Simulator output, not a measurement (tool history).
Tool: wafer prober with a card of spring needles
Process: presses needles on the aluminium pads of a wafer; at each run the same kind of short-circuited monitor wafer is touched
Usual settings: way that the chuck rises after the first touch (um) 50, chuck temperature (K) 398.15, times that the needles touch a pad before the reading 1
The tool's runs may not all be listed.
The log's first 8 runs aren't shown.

run   hour  way that the chuck rises after the first touch (um)  chuck temperature (K)  times that the needles touch a pad before the reading  touches since the tips were cleaned  cleanings since the card got new needles  touches since the first contact's height was set  resistance of one needle with its contact and lead (mohm)  way that a needle slides on the pad (um)
      63.9  -- tips cleaned on abrasive film
      69.3  -- tips cleaned on abrasive film
  9   69.7                                                   50                 398.15                                                      1                                  209                                        51                                             35206                                                        216                                     11.41
      75.3  -- tips cleaned on abrasive film
 10   80.3                                                   50                 311.15                                                      1                                 2337                                        52                                             40150                                                        198                                     11.32
      81.5  -- tips cleaned on abrasive film
      87.2  -- tips cleaned on abrasive film
 11   88.0                                                   50                 398.15                                                      1                                  388                                        54                                             43733                                                        218                                     11.37
      93.3  -- tips cleaned on abrasive film
      98.8  -- tips cleaned on abrasive film
 12   98.8                                                   50                 398.15                                                      1                                    0                                        56                                             48747                                                        214                                     11.36
     104.3  -- tips cleaned on abrasive film
 13  104.3                                                   50                 398.15                                                      1                                    0                                        57                                             51290                                                        213                                     11.37
     110.0  -- tips cleaned on abrasive film
 14  111.9                                                   50                 398.15                                                      1                                  864                                        58                                             54828                                                        216                                     11.43
     115.6  -- tips cleaned on abrasive film
 15  120.8                                                   50                 398.15                                                      1                                 2458                                        59                                             59024                                                        213                                     11.39
     121.8  -- tips cleaned on abrasive film
     127.5  -- tips cleaned on abrasive film
 16  128.1                                                   50                 398.15                                                      1                                  297                                        61                                             62374                                                        216                                     11.35
     133.2  -- tips cleaned on abrasive film
 17  136.6                                                   50                 342.15                                                      1                                 1607                                        62                                             66341                                                        200                                     11.38
     138.6  -- tips cleaned on abrasive film
     144.4  -- tips cleaned on abrasive film
 18  144.4                                                   62                 398.15                                                      1                                    0                                        64                                             69942                                                        212                                     14.13
     150.1  -- tips cleaned on abrasive film
 19  154.2                                                   50                 380.15                                                      2                                 1938                                        65                                             74557                                                        214                                     11.38
     156.5  -- tips cleaned on abrasive film
     162.2  -- tips cleaned on abrasive film
 20  164.9                                                   40                 378.15                                                      2                                 1284                                        67                                             79521                                                        216                                      9.08
     167.7  -- tips cleaned on abrasive film
     173.3  -- tips cleaned on abrasive film
 21  173.3                                                   44                 358.15                                                      1                                    0                                        69                                             83437                                                        206                                      9.99
     179.2  -- tips cleaned on abrasive film
 22  180.8                                                   60                 398.15                                                      1                                  756                                        70                                             86925                                                        208                                     13.66
     184.6  -- tips cleaned on abrasive film
     190.3  -- tips cleaned on abrasive film
 23  190.3                                                   60                 398.15                                                      1                                    0                                        72                                             91339                                                        212                                     13.68
     196.4  -- tips cleaned on abrasive film
 24  196.8                                                   60                 398.15                                                      1                                  190                                        73                                             94352                                                        214                                     13.69
     202.8  -- tips cleaned on abrasive film
 25  207.8                                                   60                 398.15                                                      2                                 2388                                        74                                             99545                                                        209                                     13.67
     209.0  -- tips cleaned on abrasive film
     214.6  -- tips cleaned on abrasive film
 26  217.9                                                   41                 318.15                                                      1                                 1582                                        76                                            104212                                                        203                                      9.39
     220.9  -- tips cleaned on abrasive film
 27  225.8                                                   36                 320.15                                                      1                                 2354                                        77                                            107919                                                        208                                      8.25
     227.0  -- tips cleaned on abrasive film
     233.1  -- tips cleaned on abrasive film
     235.0  -- height of the first contact set anew
 28  237.8                                                   36                 320.15                                                      1                                 2117                                        79                                              1339                                                        203                                      8.25
     239.4  -- tips cleaned on abrasive film
 29  244.1                                                   54                 335.15                                                      3                                 2245                                        80                                              4275                                                        200                                     12.31
     245.0  -- tips cleaned on abrasive film
     251.4  -- tips cleaned on abrasive film
 30  255.8                                                   54                 335.15                                                      3                                 2074                                        82                                              9722                                                        199                                     12.24

Forecast each of these 4 alternatives for the next run:
     257.8  -- tips cleaned on abrasive film
  A  263.1                                                   57                 330.15                                                      3                                 2500                                        83                                             13114                                                          ?                                         ?
     257.8  -- tips cleaned on abrasive film
  B  263.1                                                   58                 398.15                                                      1                                 2500                                        83                                             13114                                                          ?                                         ?
     257.8  -- tips cleaned on abrasive film
  C  263.1                                                   47                 398.15                                                      2                                 2500                                        83                                             13114                                                          ?                                         ?
     257.8  -- tips cleaned on abrasive film
  D  263.1                                                   52                 398.15                                                      1                                 2500                                        83                                             13114                                                          ?                                         ?

run  resistance of one needle with its contact and lead (mohm)  way that a needle slides on the pad (um)
  A                                                        194                                     13.02
  B                                                        209                                     13.26
  C                                                        217                                     10.67
  D                                                        213                                     11.85
Without the tool's hidden state the same runs would have given:
run  resistance of one needle with its contact and lead (mohm)  way that a needle slides on the pad (um)
  A                                                        194                                     13.02
  B                                                        208                                     13.26
  C                                                        217                                     10.67
  D                                                        212                                     11.85

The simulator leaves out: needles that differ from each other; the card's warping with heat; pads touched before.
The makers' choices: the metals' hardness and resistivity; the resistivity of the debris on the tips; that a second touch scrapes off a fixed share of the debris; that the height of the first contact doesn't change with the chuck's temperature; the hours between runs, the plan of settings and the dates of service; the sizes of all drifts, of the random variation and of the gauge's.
